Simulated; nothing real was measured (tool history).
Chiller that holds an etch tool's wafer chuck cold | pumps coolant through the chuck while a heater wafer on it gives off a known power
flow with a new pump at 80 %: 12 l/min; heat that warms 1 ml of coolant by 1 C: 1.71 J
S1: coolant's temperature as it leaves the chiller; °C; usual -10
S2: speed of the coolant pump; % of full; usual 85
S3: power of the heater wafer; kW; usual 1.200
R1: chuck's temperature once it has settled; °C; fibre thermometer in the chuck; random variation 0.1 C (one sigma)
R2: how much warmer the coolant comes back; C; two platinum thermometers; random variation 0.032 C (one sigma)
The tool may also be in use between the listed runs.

run 1 hour=0.0 | S1=-10 S2=85 S3=1.200 | R1=-2.2 R2=3.35
run 2 hour=28.1 | S1=-10 S2=85 S3=1.200 | R1=-2.0 R2=3.28
run 3 hour=70.8 | S1=-10 S2=85 S3=1.200 | R1=-2.5 R2=3.33
run 4 hour=129.9 | S1=-10 S2=85 S3=1.200 | R1=-2.1 R2=3.30
run 5 hour=161.1 | S1=-10 S2=85 S3=1.200 | R1=-2.3 R2=3.34
run 6 hour=201.3 | S1=-10 S2=85 S3=1.200 | R1=-2.5 R2=3.32
run 7 hour=258.8 | S1=-10 S2=85 S3=1.200 | R1=-2.0 R2=3.32
run 8 hour=289.3 | S1=-10 S2=85 S3=1.461 | R1=-0.4 R2=4.07
run 9 hour=343.7 | S1=-10 S2=85 S3=1.461 | R1=-0.4 R2=4.06
run 10 hour=389.3 | S1=-10 S2=85 S3=1.461 | R1=-0.5 R2=4.04
run 11 hour=430.8 | S1=-14 S2=70 S3=0.777 | R1=-8.0 R2=2.57
run 12 hour=479.7 | S1=0 S2=85 S3=0.879 | R1=5.8 R2=2.49
run 13 hour=507.1 | S1=0 S2=85 S3=0.879 | R1=5.5 R2=2.40
run 14 hour=555.0 | S1=0 S2=85 S3=0.879 | R1=5.7 R2=2.47
run 15 hour=610.2 | S1=-9 S2=92 S3=1.429 | R1=-0.3 R2=3.64
run 16 hour=672.5 | S1=-2 S2=70 S3=1.200 | R1=7.3 R2=3.96
run 17 hour=739.0 | S1=-1 S2=70 S3=0.775 | R1=5.0 R2=2.62
run 18 hour=778.7 | S1=-1 S2=70 S3=0.775 | R1=4.9 R2=2.59
run 19 hour=822.4 | S1=-19 S2=66 S3=1.401 | R1=-7.6 R2=5.01
run 20 hour=859.3 | S1=-19 S2=65 S3=0.903 | R1=-11.5 R2=3.21

Forecast each of these 3 alternatives for the next run:
run A hour=904.9 | S1=-19 S2=87 S3=0.903 | R1=? R2=?
run B hour=904.9 | S1=-14 S2=83 S3=0.903 | R1=? R2=?
run C hour=904.9 | S1=-12 S2=63 S3=1.291 | R1=? R2=?

run=A R1=-13.2 R2=2.45
run=B R1=-7.9 R2=2.47
run=C R1=-1.2 R2=4.76
Without the tool's hidden state the same runs would have given:
run=A R1=-13.2 R2=2.45
run=B R1=-7.9 R2=2.47
run=C R1=-1.2 R2=4.76
